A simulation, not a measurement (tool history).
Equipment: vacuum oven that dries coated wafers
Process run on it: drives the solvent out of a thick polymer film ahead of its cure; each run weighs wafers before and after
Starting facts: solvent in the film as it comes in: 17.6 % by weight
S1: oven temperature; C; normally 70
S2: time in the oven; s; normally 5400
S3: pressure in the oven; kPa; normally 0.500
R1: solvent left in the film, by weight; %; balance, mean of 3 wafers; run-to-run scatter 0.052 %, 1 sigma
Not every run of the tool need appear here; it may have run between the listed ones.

run,hour,S1,S2,S3,R1
1,0.0,70,5400,0.500,3.34
2,27.5,70,5400,0.500,3.36
3,76.3,70,5400,0.500,3.37
4,110.8,70,5400,0.500,3.34
5,137.4,70,5400,0.500,3.30
6,163.5,70,5400,0.500,3.30
7,207.3,70,5400,0.500,3.31
8,228.4,70,5400,0.500,3.36
9,261.0,70,5400,0.500,3.27
10,305.3,70,5400,0.500,3.35
11,339.9,70,5400,0.500,3.41
12,379.9,70,5400,0.500,3.26
13,404.8,70,5400,0.500,3.26
14,448.6,70,5400,0.500,3.36
15,478.1,70,5400,0.500,3.26
16,519.2,70,5400,0.500,3.35
17,548.8,70,5400,0.500,3.24
18,569.3,70,4980,0.500,3.68
19,618.1,70,4980,0.500,3.73
20,646.3,70,5400,0.500,3.27
21,670.2,70,6360,0.500,2.69
22,692.2,70,6360,0.500,2.70
23,716.8,70,3240,0.500,5.85
24,741.3,70,5400,0.500,3.33
25,782.3,82,4500,0.500,1.44
26,807.0,82,4500,0.500,1.53
27,839.9,82,4500,0.500,1.43
28,863.2,74,4500,0.276,2.87
29,907.6,83,7980,0.577,0.62
30,955.8,76,8820,0.366,0.81
31,997.2,76,8820,0.366,0.83
32,1045.5,76,8820,0.366,0.81
33,1076.4,70,4560,0.301,3.96
34,1117.5,70,7080,1.611,3.24
35,1160.1,70,7080,1.611,3.27
36,1185.8,70,7080,1.611,3.24
37,1206.9,70,7320,0.394,1.97
38,1237.8,66,4380,0.500,5.36
39,1274.9,77,5400,0.500,1.85
40,1300.3,73,9300,1.508,1.94
41,1337.1,73,9300,1.508,1.92
42,1364.1,73,9300,1.508,1.97
43,1388.4,60,6540,1.299,6.16
44,1431.5,60,6540,1.299,6.18
45,1462.8,56,5400,0.500,7.60
46,1495.6,71,7860,1.790,2.84
# hour 1507.0: oven's thermocouples calibrated
47,1545.6,78,3780,1.123,3.64
48,1592.5,70,3180,0.500,6.33

Below are 3 alternative next runs, each starting from the tool's condition after run 48. Predict each:
A,1629.6,70,3180,0.287,?
B,1629.6,67,5820,0.500,?
C,1629.6,70,3180,0.340,?

run,R1
A,6.24
B,4.31
C,6.28
The same runs, with their run-to-run variation unchanged, on a tool lacking any hidden condition would have given:
run,R1
A,5.93
B,3.89
C,5.98
